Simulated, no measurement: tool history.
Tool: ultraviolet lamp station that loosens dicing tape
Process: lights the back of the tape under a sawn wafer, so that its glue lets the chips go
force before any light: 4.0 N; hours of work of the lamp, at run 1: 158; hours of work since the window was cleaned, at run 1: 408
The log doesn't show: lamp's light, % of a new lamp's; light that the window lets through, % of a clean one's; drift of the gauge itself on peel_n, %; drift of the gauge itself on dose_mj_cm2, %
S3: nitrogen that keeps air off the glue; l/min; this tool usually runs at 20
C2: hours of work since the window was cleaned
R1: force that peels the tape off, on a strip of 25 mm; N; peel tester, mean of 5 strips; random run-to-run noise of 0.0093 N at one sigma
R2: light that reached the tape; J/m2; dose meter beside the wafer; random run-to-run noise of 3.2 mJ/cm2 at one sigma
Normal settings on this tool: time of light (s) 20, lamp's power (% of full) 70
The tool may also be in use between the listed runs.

Run 1, hour 0.0: usual settings; hours of work of the lamp 158; C2 408. Result: R1 0.442 N, R2 4540 J/m2.
Run 2, hour 6.0: usual settings; hours of work of the lamp 161; C2 410. Result: R1 0.468 N, R2 4560 J/m2.
Run 3, hour 11.8: usual settings but time of light (s) 26; hours of work of the lamp 164; C2 413. Result: R1 0.288 N, R2 5950 J/m2.
Run 4, hour 19.2: usual settings but time of light (s) 26; hours of work of the lamp 167; C2 417. Result: R1 0.300 N, R2 5910 J/m2.
Run 5, hour 26.9: usual settings; hours of work of the lamp 171; C2 420. Result: R1 0.450 N, R2 4630 J/m2.
Run 6, hour 33.9: usual settings but S3 30 l/min; hours of work of the lamp 174; C2 423. Result: R1 0.388 N, R2 4570 J/m2.
Run 7, hour 46.0: usual settings but S3 30 l/min; hours of work of the lamp 180; C2 429. Result: R1 0.399 N, R2 4500 J/m2.
Run 8, hour 56.1: usual settings; hours of work of the lamp 184; C2 434. Result: R1 0.454 N, R2 4560 J/m2.
Run 9, hour 66.3: usual settings but S3 11 l/min; hours of work of the lamp 189; C2 439. Result: R1 0.552 N, R2 4500 J/m2.
At hour 68.1: window cleaned of glue's vapour.
Run 10, hour 74.3: usual settings but lamp's power (% of full) 96; hours of work of the lamp 193; C2 3. Result: R1 0.273 N, R2 6060 J/m2.
Run 11, hour 80.4: usual settings but lamp's power (% of full) 96; hours of work of the lamp 196; C2 6. Result: R1 0.280 N, R2 6020 J/m2.
Run 12, hour 94.1: usual settings but S3 7 l/min; hours of work of the lamp 202; C2 12. Result: R1 0.705 N, R2 4380 J/m2.
Run 13, hour 102.6: usual settings but S3 7 l/min; hours of work of the lamp 206; C2 16. Result: R1 0.697 N, R2 4400 J/m2.
At hour 112.9: window cleaned of glue's vapour, once more.
Run 14, hour 115.1: usual settings but S3 7 l/min; hours of work of the lamp 212; C2 1. Result: R1 0.660 N, R2 4690 J/m2.
Run 15, hour 124.6: usual settings but S3 7 l/min; hours of work of the lamp 216; C2 5. Result: R1 0.628 N, R2 4630 J/m2.
Run 16, hour 137.9: usual settings but S3 7 l/min; hours of work of the lamp 222; C2 12. Result: R1 0.638 N, R2 4610 J/m2.
Run 17, hour 149.9: usual settings but time of light (s) 10, lamp's power (% of full) 82, S3 9 l/min; hours of work of the lamp 228; C2 17. Result: R1 1.177 N, R2 2730 J/m2.
Run 18, hour 155.8: usual settings but time of light (s) 31, lamp's power (% of full) 66, S3 15 l/min; hours of work of the lamp 231; C2 20. Result: R1 0.257 N, R2 6790 J/m2.
Run 19, hour 167.9: usual settings but time of light (s) 31, lamp's power (% of full) 66, S3 15 l/min; hours of work of the lamp 236; C2 26. Result: R1 0.257 N, R2 6730 J/m2.
Run 20, hour 179.4: usual settings but time of light (s) 26, lamp's power (% of full) 88; hours of work of the lamp 242; C2 31. Result: R1 0.215 N, R2 7660 J/m2.
Run 21, hour 190.8: usual settings but time of light (s) 13, lamp's power (% of full) 63, S3 18 l/min; hours of work of the lamp 247; C2 36. Result: R1 0.997 N, R2 2690 J/m2.
Run 22, hour 197.1: usual settings but lamp's power (% of full) 86, S3 15 l/min; hours of work of the lamp 250; C2 39. Result: R1 0.357 N, R2 5660 J/m2.
Run 23, hour 209.8: usual settings but time of light (s) 38, lamp's power (% of full) 78; hours of work of the lamp 256; C2 45. Result: R1 0.165 N, R2 9730 J/m2.
Run 24, hour 219.3: usual settings but time of light (s) 18, lamp's power (% of full) 63, S3 7 l/min; hours of work of the lamp 260; C2 50. Result: R1 0.877 N, R2 3710 J/m2.
Run 25, hour 232.4: usual settings but time of light (s) 11, lamp's power (% of full) 61, S3 15 l/min; hours of work of the lamp 267; C2 56. Result: R1 1.317 N, R2 2220 J/m2.
Run 26, hour 239.7: usual settings but time of light (s) 11, lamp's power (% of full) 61, S3 15 l/min; hours of work of the lamp 270; C2 59. Result: R1 1.370 N, R2 2200 J/m2.
Run 27, hour 246.6: usual settings but time of light (s) 18, lamp's power (% of full) 66; hours of work of the lamp 273; C2 63. Result: R1 0.582 N, R2 3910 J/m2.
Run 28, hour 254.1: usual settings but time of light (s) 31, lamp's power (% of full) 88, S3 25 l/min; hours of work of the lamp 277; C2 66. Result: R1 0.180 N, R2 8900 J/m2.
Run 29, hour 264.3: usual settings but lamp's power (% of full) 92, S3 22 l/min; hours of work of the lamp 281; C2 71. Result: R1 0.276 N, R2 5990 J/m2.
Run 30, hour 271.9: usual settings but lamp's power (% of full) 92, S3 22 l/min; hours of work of the lamp 285; C2 74. Result: R1 0.271 N, R2 6010 J/m2.
Run 31, hour 281.1: usual settings but lamp's power (% of full) 92, S3 22 l/min; hours of work of the lamp 289; C2 79. Result: R1 0.268 N, R2 6040 J/m2.

5 ways to go on from here, each from the tool as it stands after run 31. What would each give?
Run A, hour 290.2: usual settings but lamp's power (% of full) 66; hours of work of the lamp 294; C2 83. Result: R1 ?, R2 ?.
Run B, hour 290.2: usual settings but time of light (s) 16, lamp's power (% of full) 92, S3 35 l/min; hours of work of the lamp 294; C2 83. Result: R1 ?, R2 ?.
Run C, hour 290.2: usual settings but lamp's power (% of full) 64, S3 25 l/min; hours of work of the lamp 294; C2 83. Result: R1 ?, R2 ?.
Run D, hour 290.2: usual settings but time of light (s) 26, lamp's power (% of full) 83, S3 9 l/min; hours of work of the lamp 294; C2 83. Result: R1 ?, R2 ?.
Run E, hour 290.2: usual settings but time of light (s) 10, lamp's power (% of full) 92, S3 8 l/min; hours of work of the lamp 294; C2 83. Result: R1 ?, R2 ?.

run     R1    R2
  A  0.500  4300
  B  0.353  4750
  C  0.490  4160
  D  0.286  7020
  E  1.093  3020
With no hidden state in the tool, these same runs would have given:
run     R1    R2
  A  0.436  4670
  B  0.308  5150
  C  0.427  4510
  D  0.252  7620
  E  0.989  3270

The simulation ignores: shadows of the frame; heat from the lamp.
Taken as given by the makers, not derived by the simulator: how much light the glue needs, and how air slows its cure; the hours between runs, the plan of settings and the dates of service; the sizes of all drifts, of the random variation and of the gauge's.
